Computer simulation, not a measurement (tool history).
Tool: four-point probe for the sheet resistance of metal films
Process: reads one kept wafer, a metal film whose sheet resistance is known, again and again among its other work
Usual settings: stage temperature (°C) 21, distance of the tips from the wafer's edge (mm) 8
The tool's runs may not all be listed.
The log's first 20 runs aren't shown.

| run | hour | stage temperature (°C) | distance of the tips from the wafer's edge (mm) | sheet resistance as the instrument gives it (ohm/square) |
|---|---|---|---|---|
| 21 | 1844.3 | 23 | 8 | 5.982134 |
| 22 | 1903.8 | 23 | 8 | 5.980354 |
| 23 | 2015.6 | 23 | 8 | 5.982705 |
| 24 | 2074.6 | 28 | 4 | 6.037895 |
| 25 | 2186.2 | 28 | 4 | 6.039446 |
| 26 | 2287.6 | 30 | 17 | 5.999980 |
| 27 | 2352.8 | 30 | 17 | 5.999856 |
| 28 | 2452.1 | 18 | 7 | 5.962613 |
| 29 | 2512.3 | 29 | 4 | 6.043721 |
| 30 | 2584.0 | 30 | 11 | 6.003331 |
| 31 | 2680.0 | 19 | 13 | 5.956653 |
|  | 2807.3 | new probe head fitted |
| 32 | 2807.3 | 24 | 12 | 5.977823 |
| 33 | 2908.7 | 26 | 9 | 5.991408 |
| 34 | 3023.6 | 26 | 9 | 5.990729 |
|  | 3037.6 | stage's thermometer calibrated |
| 35 | 3149.8 | 25 | 72 | 5.978113 |
| 36 | 3218.0 | 25 | 19 | 5.978640 |
| 37 | 3319.3 | 27 | 3 | 6.072792 |
| 38 | 3391.3 | 29 | 13 | 5.996723 |
| 39 | 3482.4 | 29 | 13 | 5.998108 |
| 40 | 3560.7 | 32 | 64 | 6.004637 |
| 41 | 3653.7 | 19 | 64 | 5.951755 |
| 42 | 3718.4 | 23 | 8 | 5.981127 |
| 43 | 3833.3 | 30 | 8 | 6.010654 |
| 44 | 3908.4 | 20 | 15 | 5.958828 |
| 45 | 3970.2 | 23 | 23 | 5.971320 |

3 ways to go on from here, each from the tool as it stands after run 45. What would each give?
| A | 4056.2 | 33 | 42 | ? |
| B | 4056.2 | 18 | 7 | ? |
| C | 4056.2 | 23 | 4 | ? |

| run | sheet resistance as the instrument gives it (ohm/square) |
|---|---|
| A | 6.009742 |
| B | 5.964279 |
| C | 6.019402 |
Without the tool's hidden state the same runs would have given:
| run | sheet resistance as the instrument gives it (ohm/square) |
|---|---|
| A | 6.009741 |
| B | 5.964282 |
| C | 6.019403 |
